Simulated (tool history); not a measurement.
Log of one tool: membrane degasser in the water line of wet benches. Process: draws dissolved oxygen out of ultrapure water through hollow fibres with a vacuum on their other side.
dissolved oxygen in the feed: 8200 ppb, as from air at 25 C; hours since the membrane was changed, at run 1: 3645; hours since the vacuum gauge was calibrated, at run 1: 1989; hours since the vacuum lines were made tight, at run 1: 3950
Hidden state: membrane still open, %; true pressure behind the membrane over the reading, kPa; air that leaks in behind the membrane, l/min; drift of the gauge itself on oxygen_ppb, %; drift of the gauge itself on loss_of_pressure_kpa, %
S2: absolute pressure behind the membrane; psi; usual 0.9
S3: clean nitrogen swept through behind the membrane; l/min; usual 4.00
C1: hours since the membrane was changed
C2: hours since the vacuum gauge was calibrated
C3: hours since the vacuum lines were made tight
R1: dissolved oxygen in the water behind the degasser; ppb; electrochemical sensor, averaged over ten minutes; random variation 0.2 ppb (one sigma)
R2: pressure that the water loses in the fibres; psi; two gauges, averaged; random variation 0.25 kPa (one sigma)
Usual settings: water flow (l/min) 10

run 1 hour=0.0 | water_flow_(l/min)=10 S2=0.9 S3=4.00 | C1=3645 C2=1989 C3=3950 | R1=19.8 R2=10.166
run 2 hour=226.3 | water_flow_(l/min)=10 S2=0.9 S3=4.00 | C1=3871 C2=2215 C3=4176 | R1=20.0 R2=10.187
run 3 hour=349.5 | water_flow_(l/min)=10 S2=0.9 S3=4.00 | C1=3995 C2=2338 C3=4300 | R1=20.3 R2=10.205
run 4 hour=502.0 | water_flow_(l/min)=10 S2=0.9 S3=4.00 | C1=4147 C2=2491 C3=4452 | R1=20.6 R2=10.230
run 5 hour=706.3 | water_flow_(l/min)=10 S2=0.9 S3=4.00 | C1=4351 C2=2695 C3=4656 | R1=20.5 R2=10.237
-- hour=799.2 seals of the vacuum lines changed
run 6 hour=876.4 | water_flow_(l/min)=10 S2=0.9 S3=4.00 | C1=4519 C2=2863 C3=77 | R1=19.6 R2=10.292
run 7 hour=1050.5 | water_flow_(l/min)=10 S2=0.9 S3=4.00 | C1=4694 C2=3037 C3=251 | R1=19.9 R2=10.285
run 8 hour=1224.0 | water_flow_(l/min)=10 S2=0.9 S3=4.00 | C1=4867 C2=3211 C3=425 | R1=19.7 R2=10.276
run 9 hour=1393.8 | water_flow_(l/min)=10 S2=0.9 S3=4.00 | C1=5037 C2=3380 C3=595 | R1=20.2 R2=10.308
run 10 hour=1607.1 | water_flow_(l/min)=10 S2=0.9 S3=2.02 | C1=5250 C2=3594 C3=808 | R1=37.2 R2=10.332
run 11 hour=1795.9 | water_flow_(l/min)=10 S2=0.9 S3=2.02 | C1=5439 C2=3782 C3=997 | R1=37.6 R2=10.318
run 12 hour=2024.0 | water_flow_(l/min)=10 S2=0.9 S3=2.02 | C1=5667 C2=4011 C3=1225 | R1=37.8 R2=10.272
run 13 hour=2204.8 | water_flow_(l/min)=10 S2=0.9 S3=2.02 | C1=5848 C2=4191 C3=1406 | R1=37.8 R2=10.328
run 14 hour=2386.9 | water_flow_(l/min)=10 S2=0.9 S3=4.00 | C1=6030 C2=4374 C3=1588 | R1=20.5 R2=10.330
run 15 hour=2573.3 | water_flow_(l/min)=10 S2=0.9 S3=4.00 | C1=6216 C2=4560 C3=1774 | R1=20.7 R2=10.317
run 16 hour=2769.9 | water_flow_(l/min)=10 S2=0.9 S3=4.00 | C1=6413 C2=4756 C3=1971 | R1=20.9 R2=10.441

Forecast run 17:
run 17 hour=2903.3 | water_flow_(l/min)=10 S2=0.9 S3=4.00 | C1=6546 C2=4890 C3=2104 | R1=? R2=?

{"run 17": {"R1": 21.0, "R2": 10.377}}
Without the tool's hidden state the same run would have given R1 19.1 ppb, R2 9.947 psi.
